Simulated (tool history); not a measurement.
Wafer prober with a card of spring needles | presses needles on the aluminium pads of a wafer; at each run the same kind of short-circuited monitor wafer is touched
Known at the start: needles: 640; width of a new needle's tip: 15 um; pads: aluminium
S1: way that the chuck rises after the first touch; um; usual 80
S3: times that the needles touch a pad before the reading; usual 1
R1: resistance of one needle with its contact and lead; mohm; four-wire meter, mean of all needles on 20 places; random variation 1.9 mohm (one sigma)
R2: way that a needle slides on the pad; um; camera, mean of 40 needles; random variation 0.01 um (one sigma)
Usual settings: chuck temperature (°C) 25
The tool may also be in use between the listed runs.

Run 1, hour 0.0: usual settings. Result: R1 226 mohm, R2 9.53 um.
At hour 7.4: tips cleaned on abrasive film.
Run 2, hour 20.2: usual settings. Result: R1 214 mohm, R2 9.53 um.
Run 3, hour 37.2: usual settings. Result: R1 222 mohm, R2 9.53 um.
At hour 45.5: tips cleaned on abrasive film.
Run 4, hour 51.6: usual settings. Result: R1 208 mohm, R2 9.54 um.
Run 5, hour 65.3: usual settings. Result: R1 218 mohm, R2 9.53 um.
At hour 78.7: height of the first contact set anew.
At hour 83.1: tips cleaned on abrasive film.
Run 6, hour 84.2: usual settings. Result: R1 205 mohm, R2 9.64 um.
Run 7, hour 105.7: usual settings. Result: R1 224 mohm, R2 9.66 um.
At hour 120.2: tips cleaned on abrasive film.
Run 8, hour 120.2: usual settings. Result: R1 203 mohm, R2 9.62 um.
Run 9, hour 143.4: usual settings. Result: R1 221 mohm, R2 9.64 um.
Run 10, hour 156.0: usual settings. Result: R1 226 mohm, R2 9.63 um.
At hour 158.4: tips cleaned on abrasive film.
Run 11, hour 171.6: usual settings. Result: R1 213 mohm, R2 9.64 um.
Run 12, hour 190.7: usual settings. Result: R1 222 mohm, R2 9.63 um.
At hour 196.8: tips cleaned on abrasive film.
Run 13, hour 206.7: usual settings. Result: R1 212 mohm, R2 9.62 um.
Run 14, hour 217.6: usual settings. Result: R1 223 mohm, R2 9.61 um.
Run 15, hour 230.7: usual settings but chuck temperature (°C) 99. Result: R1 236 mohm, R2 9.61 um.
At hour 233.9: tips cleaned on abrasive film.
Run 16, hour 250.8: usual settings but S1 68 um. Result: R1 222 mohm, R2 8.15 um.
Run 17, hour 270.7: usual settings. Result: R1 226 mohm, R2 9.63 um.
At hour 273.1: tips cleaned on abrasive film.
Run 18, hour 282.4: usual settings but S1 66 um, S3 3. Result: R1 209 mohm, R2 7.92 um.
Run 19, hour 306.0: usual settings but S1 93 um, chuck temperature (°C) 71, S3 2. Result: R1 223 mohm, R2 11.19 um.
At hour 311.6: tips cleaned on abrasive film.
Run 20, hour 326.0: usual settings but S1 88 um, chuck temperature (°C) 120, S3 2. Result: R1 227 mohm, R2 10.57 um.
Run 21, hour 336.3: usual settings but S3 3. Result: R1 207 mohm, R2 9.59 um.
At hour 349.6: tips cleaned on abrasive film.
Run 22, hour 356.2: usual settings but S3 3. Result: R1 205 mohm, R2 9.61 um.
Run 23, hour 369.2: usual settings but S1 62 um, S3 2. Result: R1 222 mohm, R2 7.42 um.
At hour 387.3: tips cleaned on abrasive film.
Run 24, hour 389.5: usual settings but chuck temperature (°C) 62. Result: R1 210 mohm, R2 9.60 um.
Run 25, hour 408.6: usual settings but chuck temperature (°C) 36. Result: R1 223 mohm, R2 9.60 um.
At hour 425.9: tips cleaned on abrasive film.
Run 26, hour 430.3: usual settings but chuck temperature (°C) 36. Result: R1 211 mohm, R2 9.56 um.
Run 27, hour 451.4: usual settings but chuck temperature (°C) 36. Result: R1 222 mohm, R2 9.57 um.
At hour 463.0: tips cleaned on abrasive film.
Run 28, hour 468.7: usual settings but S1 67 um, chuck temperature (°C) 38, S3 3. Result: R1 210 mohm, R2 7.99 um.
Run 29, hour 483.8: usual settings. Result: R1 218 mohm, R2 9.55 um.
Run 30, hour 499.8: usual settings but S1 94 um, chuck temperature (°C) 59. Result: R1 228 mohm, R2 11.27 um.
At hour 501.5: tips cleaned on abrasive film.
Run 31, hour 510.5: usual settings but S3 2. Result: R1 212 mohm, R2 9.56 um.
Run 32, hour 532.7: usual settings but S3 2. Result: R1 215 mohm, R2 9.54 um.
At hour 538.7: tips cleaned on abrasive film.
Run 33, hour 546.5: usual settings but chuck temperature (°C) 114. Result: R1 230 mohm, R2 9.54 um.
Run 34, hour 563.3: usual settings but chuck temperature (°C) 37, S3 2. Result: R1 217 mohm, R2 9.54 um.

The same runs without the tool's hidden state, with the same run-to-run variation:
The hidden state here: debris on the tips, nm; way that the needles fall short of the set height, um; tips' diameter, um; drift of the gauge itself on contact_mohm, %; drift of the gauge itself on scrub_um, %.
run   R1     R2
  1  205   9.65
  2  202   9.66
  3  202   9.65
  4  201   9.67
  5  202   9.66
  6  203   9.65
  7  207   9.67
  8  201   9.64
  9  203   9.66
 10  204   9.65
 11  201   9.67
 12  201   9.66
 13  202   9.66
 14  206   9.65
 15  217   9.65
 16  203   8.20
 17  205   9.67
 18  203   7.97
 19  213  11.24
 20  221  10.63
 21  200   9.65
 22  202   9.68
 23  206   7.49
 24  207   9.67
 25  207   9.68
 26  205   9.64
 27  203   9.66
 28  206   8.09
 29  201   9.65
 30  212  11.37
 31  206   9.67
 32  202   9.65
 33  221   9.66
 34  206   9.66

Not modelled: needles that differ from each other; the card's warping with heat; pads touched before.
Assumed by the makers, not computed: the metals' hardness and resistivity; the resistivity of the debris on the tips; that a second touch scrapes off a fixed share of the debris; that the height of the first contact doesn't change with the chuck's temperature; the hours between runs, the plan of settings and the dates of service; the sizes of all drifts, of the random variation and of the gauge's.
